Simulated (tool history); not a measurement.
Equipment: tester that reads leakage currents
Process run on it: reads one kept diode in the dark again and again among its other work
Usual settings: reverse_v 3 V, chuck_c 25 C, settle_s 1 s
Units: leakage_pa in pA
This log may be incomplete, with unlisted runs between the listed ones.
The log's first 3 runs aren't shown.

Run 4, day 13.804: usual settings. Result: leakage_pa 119.51 pA.
Run 5, day 19.817: usual settings. Result: leakage_pa 120.05 pA.
Run 6, day 25.633: usual settings. Result: leakage_pa 120.94 pA.
At day 28.908: probe card cleaned and baked.
Run 7, day 31.762: usual settings. Result: leakage_pa 113.7 pA.
Run 8, day 34.85: usual settings. Result: leakage_pa 114.53 pA.
Run 9, day 39.533: usual settings. Result: leakage_pa 114.61 pA.
At day 43.896: chuck's temperature calibrated.
Run 10, day 46.033: usual settings. Result: leakage_pa 114.92 pA.
Run 11, day 49.617: usual settings but chuck_c 28 C. Result: leakage_pa 144.48 pA.
Run 12, day 54.888: usual settings but chuck_c 28 C. Result: leakage_pa 144.61 pA.
Run 13, day 58.817: usual settings but chuck_c 28 C. Result: leakage_pa 145.31 pA.
At day 60.692: chuck's temperature calibrated, once more.
Run 14, day 63.921: usual settings but chuck_c 28 C. Result: leakage_pa 138.85 pA.
Run 15, day 68.542: usual settings but chuck_c 28 C. Result: leakage_pa 137.92 pA.
Run 16, day 71.867: usual settings but chuck_c 28 C. Result: leakage_pa 138.53 pA.
Run 17, day 76.779: usual settings but chuck_c 28 C. Result: leakage_pa 139.11 pA.
Run 18, day 81.538: usual settings but reverse_v 8.92 V, settle_s 0.31 s. Result: leakage_pa 166.81 pA.

What will run 19 give?
Run 19, day 85.921: usual settings but reverse_v 8.92 V, settle_s 0.31 s. Result: leakage_pa ?.

Run 19 came out at leakage_pa 166.49 pA.
Were there no unlogged condition in the tool, this run, its random variation unchanged, would have produced leakage_pa 161.22 pA.
